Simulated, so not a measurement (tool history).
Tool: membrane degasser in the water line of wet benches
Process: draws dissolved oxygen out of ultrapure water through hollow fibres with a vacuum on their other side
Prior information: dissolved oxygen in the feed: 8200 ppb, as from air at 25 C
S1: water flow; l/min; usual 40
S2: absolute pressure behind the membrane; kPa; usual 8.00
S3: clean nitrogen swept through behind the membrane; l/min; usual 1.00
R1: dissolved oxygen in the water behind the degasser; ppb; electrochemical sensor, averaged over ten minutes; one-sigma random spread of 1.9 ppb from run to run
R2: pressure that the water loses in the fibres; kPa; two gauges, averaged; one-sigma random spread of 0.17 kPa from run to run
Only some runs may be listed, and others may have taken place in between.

run 1 hour=0.0 | S1=40 S2=8.00 S3=1.00 | R1=383.4 R2=27.66
run 2 hour=43.2 | S1=40 S2=8.00 S3=1.00 | R1=385.3 R2=27.78
run 3 hour=62.6 | S1=40 S2=8.00 S3=1.00 | R1=382.6 R2=28.09
run 4 hour=105.8 | S1=40 S2=8.00 S3=1.00 | R1=384.6 R2=27.62
run 5 hour=150.2 | S1=40 S2=8.00 S3=1.00 | R1=386.5 R2=27.82
run 6 hour=175.6 | S1=58 S2=16.73 S3=1.05 | R1=1261.6 R2=40.42
run 7 hour=211.7 | S1=58 S2=16.73 S3=1.05 | R1=1257.2 R2=40.38
run 8 hour=251.4 | S1=35 S2=6.65 S3=0.69 | R1=330.8 R2=24.67
run 9 hour=281.5 | S1=35 S2=6.65 S3=0.69 | R1=337.0 R2=24.65
run 10 hour=319.0 | S1=35 S2=6.65 S3=0.69 | R1=331.0 R2=24.38

Branching from run 10: 5 alternative next runs. What would each branch give?
run A hour=357.0 | S1=56 S2=5.57 S3=1.04 | R1=? R2=?
run B hour=357.0 | S1=40 S2=18.08 S3=2.14 | R1=? R2=?
run C hour=357.0 | S1=29 S2=6.65 S3=0.69 | R1=? R2=?
run D hour=357.0 | S1=40 S2=11.90 S3=1.00 | R1=? R2=?
run E hour=357.0 | S1=41 S2=7.34 S3=1.23 | R1=? R2=?

run=A R1=268.2 R2=39.17
run=B R1=593.4 R2=27.68
run=C R1=289.1 R2=20.27
run=D R1=664.3 R2=27.85
run=E R1=293.2 R2=28.58
With the hidden condition removed and each run's random variation left untouched, the same runs would have given:
run=A R1=256.7 R2=38.23
run=B R1=587.3 R2=27.01
run=C R1=281.7 R2=19.78
run=D R1=656.7 R2=27.18
run=E R1=285.9 R2=27.88
